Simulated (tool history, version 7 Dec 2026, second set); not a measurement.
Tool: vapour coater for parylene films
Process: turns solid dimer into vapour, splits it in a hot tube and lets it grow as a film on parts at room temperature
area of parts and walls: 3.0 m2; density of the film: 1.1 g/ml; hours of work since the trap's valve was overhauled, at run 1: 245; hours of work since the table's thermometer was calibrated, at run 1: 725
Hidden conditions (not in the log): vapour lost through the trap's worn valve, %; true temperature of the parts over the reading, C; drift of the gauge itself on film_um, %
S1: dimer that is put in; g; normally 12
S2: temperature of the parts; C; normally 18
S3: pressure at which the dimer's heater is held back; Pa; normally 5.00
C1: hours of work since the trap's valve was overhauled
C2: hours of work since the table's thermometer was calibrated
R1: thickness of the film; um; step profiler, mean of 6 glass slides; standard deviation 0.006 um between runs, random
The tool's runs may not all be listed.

run 1 hour=0.0 | S1=12 S2=18 S3=5.00 | C1=245 C2=725 | R1=2.408
run 2 hour=37.8 | S1=12 S2=18 S3=11.27 | C1=263 C2=744 | R1=2.091
run 3 hour=100.8 | S1=8 S2=18 S3=5.00 | C1=293 C2=774 | R1=1.614
run 4 hour=185.1 | S1=8 S2=18 S3=5.00 | C1=334 C2=814 | R1=1.611
run 5 hour=270.0 | S1=8 S2=18 S3=5.00 | C1=374 C2=855 | R1=1.608
run 6 hour=336.2 | S1=8 S2=18 S3=5.00 | C1=406 C2=887 | R1=1.617
run 7 hour=382.0 | S1=8 S2=18 S3=5.00 | C1=428 C2=909 | R1=1.608
-- hour=417.4 table's thermometer calibrated
-- hour=454.1 trap's valve overhauled
run 8 hour=462.2 | S1=8 S2=18 S3=5.00 | C1=4 C2=20 | R1=1.613
run 9 hour=531.3 | S1=18 S2=24 S3=8.30 | C1=37 C2=53 | R1=2.722
run 10 hour=613.6 | S1=18 S2=24 S3=4.35 | C1=76 C2=92 | R1=3.079
run 11 hour=696.4 | S1=7 S2=22 S3=3.89 | C1=116 C2=132 | R1=1.295
run 12 hour=739.6 | S1=7 S2=22 S3=3.89 | C1=137 C2=153 | R1=1.312
run 13 hour=806.6 | S1=7 S2=22 S3=3.56 | C1=169 C2=185 | R1=1.317
run 14 hour=859.6 | S1=12 S2=16 S3=5.00 | C1=194 C2=210 | R1=2.583
run 15 hour=932.4 | S1=12 S2=16 S3=5.00 | C1=229 C2=245 | R1=2.576
run 16 hour=1001.0 | S1=12 S2=16 S3=5.00 | C1=262 C2=278 | R1=2.580

Consider 4 possible next runs. They are alternatives, not a sequence: every one starts from the tool as it was left by run 16. What does each give?
run A hour=1063.5 | S1=20 S2=10 S3=10.38 | C1=292 C2=308 | R1=?
run B hour=1063.5 | S1=19 S2=19 S3=5.00 | C1=292 C2=308 | R1=?
run C hour=1063.5 | S1=12 S2=16 S3=7.15 | C1=292 C2=308 | R1=?
run D hour=1063.5 | S1=14 S2=27 S3=9.87 | C1=292 C2=308 | R1=?

run=A R1=4.559
run=B R1=3.699
run=C R1=2.410
run=D R1=1.870
Had the tool no hidden state, the same runs would have come out as:
run=A R1=4.562
run=B R1=3.702
run=C R1=2.412
run=D R1=1.872
